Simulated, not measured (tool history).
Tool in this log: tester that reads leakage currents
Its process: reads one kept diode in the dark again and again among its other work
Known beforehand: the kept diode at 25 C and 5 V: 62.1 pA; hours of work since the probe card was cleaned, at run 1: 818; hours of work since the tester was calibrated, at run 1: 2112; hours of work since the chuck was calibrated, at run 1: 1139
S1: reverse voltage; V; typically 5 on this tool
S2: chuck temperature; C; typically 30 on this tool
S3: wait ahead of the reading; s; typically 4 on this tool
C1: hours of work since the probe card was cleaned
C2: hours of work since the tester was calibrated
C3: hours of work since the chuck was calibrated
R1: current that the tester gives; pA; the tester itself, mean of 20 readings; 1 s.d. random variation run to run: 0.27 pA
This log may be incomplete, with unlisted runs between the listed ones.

run,hour,S1,S2,S3,C1,C2,C3,R1
1,0,5,30,4,818,2112,1139,85.58
2,24.5,5,30,4,832,2126,1153,85.43
3,70.4,5,30,4,857,2152,1179,85.72
4,116.3,5,30,4,883,2178,1205,85.01
5,144.3,5,30,4,899,2194,1220,85.29
6,178.8,5,30,4,919,2213,1240,85.07
7,207.5,5,30,4.19,935,2229,1256,85.56
8,226.7,3.07,30,4,946,2240,1267,65.51
9,258.9,5,30,4,964,2258,1285,84.99
10,280.4,5,30,4,976,2271,1297,85.18
11,325.5,5,30,4,1001,2296,1323,84.94
# hour 330.5: tester calibrated
12,373.7,5,30,4,1028,24,1349,84.5
13,407.1,5,30,4,1046,43,1368,84.3
14,451.2,5,55,4,1071,68,1393,430.61
# hour 483.6: tester calibrated, once more
15,496.4,5,55,4,1096,7,1417,441.96
16,530.4,5,53,4,1115,26,1436,391.13
17,554.7,5,30,1.72,1129,40,1450,86.7
18,598.7,5,30,1.72,1153,65,1475,86.51
19,618.3,2.26,45,4.29,1164,76,1486,152.82
20,654.4,2.34,30,0.72,1185,96,1506,57.37
21,688.9,2.34,30,0.72,1204,116,1526,57.73
22,716,2.34,30,0.72,1220,131,1541,57.82
23,737.7,12.62,55,4,1232,143,1553,725.6
24,774.1,3.69,30,0.32,1252,164,1574,76.14
25,817.1,3.69,30,0.32,1277,188,1598,75.77
26,835.7,3.69,30,0.32,1287,199,1609,75.9
27,881.7,3.69,30,0.32,1313,225,1634,75.88
28,908.4,3.69,30,0.32,1328,240,1650,75.69
29,953.4,3.69,30,0.32,1354,265,1675,75.54
30,974.5,5,30,0.39,1366,277,1687,88.81
31,1014.5,5,30,0.39,1388,300,1709,88.17
# hour 1032.8: chuck's temperature calibrated
32,1041.8,5,30,0.39,1402,314,5,92.76
33,1079.3,18.22,30,0.56,1424,335,26,189.19
34,1102.3,15.02,60,5.92,1437,348,39,1102.06

Forecast each of these 3 alternatives for the next run:
A,1126.7,1.01,27,5.9,1450,362,53,?
B,1126.7,17.23,27,0.96,1450,362,53,?
C,1126.7,1.58,36,0.69,1450,362,53,?

run,R1
A,30.02
B,147.35
C,72.5
Without the tool's unlogged condition, the same runs would have read:
run,R1
A,30.43
B,145.4
C,73.65
